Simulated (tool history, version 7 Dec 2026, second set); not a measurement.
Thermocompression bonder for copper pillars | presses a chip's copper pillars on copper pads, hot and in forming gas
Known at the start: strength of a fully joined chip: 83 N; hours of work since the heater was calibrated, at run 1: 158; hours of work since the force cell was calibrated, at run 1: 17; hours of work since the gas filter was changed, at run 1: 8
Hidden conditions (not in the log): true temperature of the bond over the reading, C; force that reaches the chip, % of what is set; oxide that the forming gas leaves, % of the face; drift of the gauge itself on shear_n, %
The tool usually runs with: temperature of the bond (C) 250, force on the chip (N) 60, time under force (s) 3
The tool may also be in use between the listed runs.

run  hour  temperature of the bond (C)  force on the chip (N)  time under force (s)  hours of work since the heater was calibrated  hours of work since the force cell was calibrated  hours of work since the gas filter was changed  force that shears a chip off (N)
  1     0                          250                     60                     3                                            158                                                 17                                               8                              35.7
  2   7.1                          250                     60                     3                                            162                                                 21                                              12                              35.9
  3  15.9                          250                     84                     3                                            167                                                 26                                              17                              45.7
  4  28.3                          250                     60                     3                                            173                                                 32                                              23                              35.1
  5  35.9                          250                     60                     3                                            177                                                 36                                              27                              35.2
  6    45                          250                     60                     3                                            182                                                 41                                              32                              35.7
  7  55.4                          250                     60                     2                                            188                                                 47                                              37                                30
  8  67.2                          250                     60                     2                                            194                                                 53                                              44                              29.5
  9  79.7                          250                     60                     2                                            200                                                 59                                              50                              29.7
 10  88.7                          250                     60                     2                                            205                                                 64                                              55                                30

What will run 11 give?
 11  97.6                          250                     37                     8                                            210                                                 69                                              60                                 ?

force that shears a chip off (N): 34.3
If the tool had no hidden condition, the same run with the same run-to-run variation would have returned force that shears a chip off (N) 36.3.
